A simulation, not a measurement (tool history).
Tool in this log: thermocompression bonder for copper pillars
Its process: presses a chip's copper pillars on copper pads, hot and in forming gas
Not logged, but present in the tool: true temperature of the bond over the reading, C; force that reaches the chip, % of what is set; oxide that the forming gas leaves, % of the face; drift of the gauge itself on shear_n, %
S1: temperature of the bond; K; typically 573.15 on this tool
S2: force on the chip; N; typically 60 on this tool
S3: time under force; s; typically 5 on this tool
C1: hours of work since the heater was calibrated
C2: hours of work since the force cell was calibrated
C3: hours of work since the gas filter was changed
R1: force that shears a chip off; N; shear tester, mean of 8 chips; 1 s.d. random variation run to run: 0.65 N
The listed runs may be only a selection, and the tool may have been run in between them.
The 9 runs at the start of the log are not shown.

run,day,S1,S2,S3,C1,C2,C3,R1
10,7.921,573.15,78,4,240,816,289,43.8
11,8.588,547.15,78,4,250,827,299,29.1
12,9.654,547.15,78,4,266,843,315,30.0
13,10.704,547.15,78,4,282,858,331,29.0
14,11.212,573.15,60,5,289,866,339,39.9
15,11.921,573.15,37,5,300,877,350,30.6
16,12.783,573.15,60,5,313,890,363,40.8
17,13.792,573.15,60,5,328,905,378,40.1
18,14.817,573.15,60,5,344,920,393,41.0
19,15.662,573.15,60,5,356,933,406,39.6
20,16.475,573.15,60,5,369,945,418,41.3
# day 17.362: forming gas filter changed
21,17.442,573.15,78,5,383,960,1,47.4
22,18.579,573.15,78,5,400,977,18,47.2
23,19.546,590.15,77,3,415,991,33,49.8
24,20.225,553.15,60,5,425,1002,43,30.7
25,20.800,553.15,60,5,433,1010,52,30.8
26,21.504,590.15,39,5,444,1021,62,40.1
27,22.762,566.15,61,3,463,1040,81,30.8
28,23.912,591.15,48,7,480,1057,99,51.3
29,24.767,573.15,51,12,493,1070,112,51.0
30,25.738,557.15,60,4,508,1085,126,29.2
31,26.546,557.15,60,4,520,1097,138,29.5
32,27.121,550.15,90,4,529,1106,147,34.0
33,27.746,550.15,90,4,538,1115,157,33.0

Run 34 is up next; what results do you expect?
34,28.296,584.15,38,5,547,1123,165,?

R1: 36.8 N
Minus the tool's unlogged condition, the same run would have read R1 37.7 N.
